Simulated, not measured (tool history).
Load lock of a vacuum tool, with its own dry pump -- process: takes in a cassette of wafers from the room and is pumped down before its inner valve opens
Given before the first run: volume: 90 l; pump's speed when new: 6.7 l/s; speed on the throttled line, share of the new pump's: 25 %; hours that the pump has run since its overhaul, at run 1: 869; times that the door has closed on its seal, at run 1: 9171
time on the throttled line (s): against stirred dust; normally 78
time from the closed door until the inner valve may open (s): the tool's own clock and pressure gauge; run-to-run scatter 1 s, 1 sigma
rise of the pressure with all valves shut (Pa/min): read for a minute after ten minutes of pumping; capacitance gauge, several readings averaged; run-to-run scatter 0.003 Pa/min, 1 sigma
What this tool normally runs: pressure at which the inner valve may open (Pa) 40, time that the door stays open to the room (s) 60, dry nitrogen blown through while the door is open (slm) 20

run,hour,time on the throttled line (s),pressure at which the inner valve may open (Pa),time that the door stays open to the room (s),dry nitrogen blown through while the door is open (slm),hours that the pump has run since its overhaul,times that the door has closed on its seal,"incoming humidity of the room's air, %",time from the closed door until the inner valve may open (s),rise of the pressure with all valves shut (Pa/min)
1,0,78,40,60,20,869,9171,45,163.6,0.03
2,90,78,40,60,20,959,9584,43.3,164.1,0.025
3,287.4,78,40,60,20,1157,10489,44.6,165.7,0.028
4,377.3,78,79,60,20,1246,10901,40.8,154.2,0.026
5,551.5,78,79,60,20,1421,11700,47.3,153.9,0.027
6,676.3,78,79,60,20,1545,12273,43.7,155.2,0.026
7,841.4,78,40,119,20,1711,13030,46.2,163.9,0.039
8,987,78,40,60,20,1856,13698,45.4,163.5,0.026
9,1155.1,78,40,60,20,2024,14469,44,164.4,0.033
10,1257.9,78,40,60,20,2127,14940,43.7,163.4,0.028
11,1375.6,78,40,60,28,2245,15480,45.9,165.2,0.025
12,1562.7,78,40,60,9,2432,16338,46.5,165,0.034
13,1773.1,78,40,60,9,2642,17303,46,162.4,0.037
14,1920.7,42,43,111,5,2790,17980,44.9,134.9,0.049
15,2068,39,30,111,5,2937,18656,46.5,139.3,0.056
16,2265.2,39,30,111,5,3134,19560,45.4,139.3,0.052

5 options for the next run, each taken on its own from the tool as it stands now. Forecast them:
A,2396,140,30,111,5,3265,20160,46.6,?,?
B,2396,43,40,115,20,3265,20160,45.4,?,?
C,2396,47,30,111,5,3265,20160,43.5,?,?
D,2396,62,38,60,9,3265,20160,41.3,?,?
E,2396,82,30,111,21,3265,20160,44.3,?,?

run,time from the closed door until the inner valve may open (s),rise of the pressure with all valves shut (Pa/min)
A,215.4,0.055
B,137.7,0.042
C,145.7,0.05
D,152.3,0.03
E,170.6,0.038
Without the tool's hidden state the same runs would have given:
run,time from the closed door until the inner valve may open (s),rise of the pressure with all valves shut (Pa/min)
A,215.4,0.054
B,137.7,0.041
C,145.7,0.049
D,152.3,0.029
E,170.6,0.038

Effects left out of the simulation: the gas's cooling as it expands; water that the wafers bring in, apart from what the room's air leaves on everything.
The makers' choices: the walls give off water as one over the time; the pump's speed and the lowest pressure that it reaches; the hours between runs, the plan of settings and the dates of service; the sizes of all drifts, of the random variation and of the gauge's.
